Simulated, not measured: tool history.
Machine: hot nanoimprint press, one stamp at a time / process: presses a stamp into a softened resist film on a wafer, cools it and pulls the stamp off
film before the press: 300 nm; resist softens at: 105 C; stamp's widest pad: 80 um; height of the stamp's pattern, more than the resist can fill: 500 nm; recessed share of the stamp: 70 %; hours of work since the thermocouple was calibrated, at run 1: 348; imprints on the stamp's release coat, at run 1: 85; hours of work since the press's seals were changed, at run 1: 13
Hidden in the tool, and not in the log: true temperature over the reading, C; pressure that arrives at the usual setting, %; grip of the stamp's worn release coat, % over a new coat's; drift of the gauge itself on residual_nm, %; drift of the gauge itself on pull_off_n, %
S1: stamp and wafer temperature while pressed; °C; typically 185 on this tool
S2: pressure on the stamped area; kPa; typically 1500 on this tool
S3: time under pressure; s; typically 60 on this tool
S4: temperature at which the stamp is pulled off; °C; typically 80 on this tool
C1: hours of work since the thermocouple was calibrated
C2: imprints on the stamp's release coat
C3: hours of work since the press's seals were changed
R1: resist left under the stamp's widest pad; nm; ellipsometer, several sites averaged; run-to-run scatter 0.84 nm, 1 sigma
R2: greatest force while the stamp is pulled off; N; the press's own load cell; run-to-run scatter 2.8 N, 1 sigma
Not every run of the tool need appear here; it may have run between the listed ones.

run 1 day=0.000 | S1=185 S2=1500 S3=60 S4=80 | C1=348 C2=85 C3=13 | R1=104.7 R2=127
run 2 day=0.354 | S1=185 S2=1060 S3=60 S4=80 | C1=354 C2=124 C3=19 | R1=126.9 R2=131
run 3 day=0.612 | S1=185 S2=1060 S3=60 S4=80 | C1=359 C2=154 C3=24 | R1=125.7 R2=136
run 4 day=0.954 | S1=185 S2=1060 S3=60 S4=80 | C1=365 C2=192 C3=30 | R1=125.1 R2=134
run 5 day=1.162 | S1=185 S2=1500 S3=63 S4=80 | C1=369 C2=216 C3=34 | R1=102.5 R2=139
run 6 day=1.438 | S1=185 S2=1500 S3=60 S4=80 | C1=373 C2=246 C3=38 | R1=104.8 R2=137
run 7 day=1.629 | S1=185 S2=1500 S3=60 S4=80 | C1=377 C2=268 C3=42 | R1=104.9 R2=140
run 8 day=1.888 | S1=185 S2=1500 S3=60 S4=80 | C1=381 C2=297 C3=46 | R1=105.4 R2=144
run 9 day=2.208 | S1=187 S2=1500 S3=60 S4=80 | C1=387 C2=334 C3=52 | R1=96.0 R2=148
run 10 day=2.479 | S1=187 S2=1500 S3=60 S4=80 | C1=392 C2=364 C3=57 | R1=96.0 R2=140
run 11 day=2.712 | S1=185 S2=1500 S3=60 S4=80 | C1=396 C2=390 C3=61 | R1=104.5 R2=156
-- day=2.867 plate thermocouple calibrated
run 12 day=3.083 | S1=185 S2=1500 S3=60 S4=80 | C1=4 C2=418 C3=65 | R1=98.0 R2=140
run 13 day=3.400 | S1=185 S2=1500 S3=60 S4=80 | C1=9 C2=454 C3=71 | R1=98.2 R2=148
run 14 day=3.654 | S1=185 S2=1500 S3=60 S4=80 | C1=14 C2=482 C3=75 | R1=97.5 R2=150
-- day=3.921 plate thermocouple calibrated, once more
run 15 day=4.058 | S1=185 S2=1500 S3=60 S4=80 | C1=2 C2=513 C3=80 | R1=113.7 R2=155
run 16 day=4.375 | S1=185 S2=1500 S3=39 S4=83 | C1=8 C2=549 C3=86 | R1=134.3 R2=149
run 17 day=4.558 | S1=185 S2=1930 S3=82 S4=80 | C1=11 C2=570 C3=89 | R1=88.3 R2=156
run 18 day=4.875 | S1=185 S2=1930 S3=82 S4=80 | C1=17 C2=605 C3=95 | R1=88.7 R2=156
run 19 day=5.071 | S1=185 S2=1930 S3=82 S4=80 | C1=20 C2=628 C3=98 | R1=87.2 R2=157
run 20 day=5.246 | S1=191 S2=1500 S3=60 S4=80 | C1=23 C2=647 C3=101 | R1=86.1 R2=163
-- day=5.671 stamp cleaned and given a new release coat
run 21 day=5.683 | S1=191 S2=1500 S3=60 S4=80 | C1=27 C2=1 C3=104 | R1=85.1 R2=129
run 22 day=5.979 | S1=196 S2=1230 S3=39 S4=81 | C1=32 C2=35 C3=110 | R1=90.1 R2=130
run 23 day=6.221 | S1=189 S2=1500 S3=60 S4=74 | C1=36 C2=62 C3=114 | R1=93.7 R2=152
run 24 day=6.379 | S1=193 S2=1500 S3=60 S4=74 | C1=39 C2=80 C3=117 | R1=78.1 R2=155
run 25 day=6.700 | S1=185 S2=2320 S3=63 S4=85 | C1=45 C2=116 C3=122 | R1=88.3 R2=123
run 26 day=6.892 | S1=185 S2=1970 S3=40 S4=85 | C1=48 C2=138 C3=126 | R1=112.5 R2=123
run 27 day=7.179 | S1=185 S2=1970 S3=40 S4=85 | C1=53 C2=170 C3=131 | R1=112.4 R2=125
run 28 day=7.467 | S1=185 S2=1970 S3=40 S4=85 | C1=58 C2=202 C3=136 | R1=111.2 R2=124
run 29 day=7.804 | S1=192 S2=1970 S3=48 S4=85 | C1=64 C2=241 C3=142 | R1=75.8 R2=125
run 30 day=8.158 | S1=192 S2=1970 S3=52 S4=85 | C1=70 C2=280 C3=148 | R1=73.7 R2=125

Measured result minus the same run's result without the hidden state. Both carry the same run-to-run variation, though not necessarily the same gauge scatter:
run=1 R1=-8.2 R2=-1
run=2 R1=-9.5 R2=+0
run=3 R1=-9.6 R2=+2
run=4 R1=-9.7 R2=+3
run=5 R1=-8.4 R2=+5
run=6 R1=-8.6 R2=+6
run=7 R1=-8.6 R2=+8
run=8 R1=-8.8 R2=+9
run=9 R1=-8.0 R2=+11
run=10 R1=-8.2 R2=+11
run=11 R1=-9.0 R2=+13
run=12 R1=-15.0 R2=+9
run=13 R1=-15.1 R2=+12
run=14 R1=-15.2 R2=+13
run=15 R1=+0.6 R2=+25
run=16 R1=+0.6 R2=+25
run=17 R1=+0.5 R2=+27
run=18 R1=+0.4 R2=+29
run=19 R1=+0.4 R2=+30
run=20 R1=+0.2 R2=+31
run=21 R1=+0.2 R2=+0
run=22 R1=+0.0 R2=+1
run=23 R1=+0.0 R2=+2
run=24 R1=+0.0 R2=+4
run=25 R1=+0.2 R2=+4
run=26 R1=-0.1 R2=+6
run=27 R1=-0.1 R2=+7
run=28 R1=-0.2 R2=+8
run=29 R1=-0.1 R2=+9
run=30 R1=-0.2 R2=+11
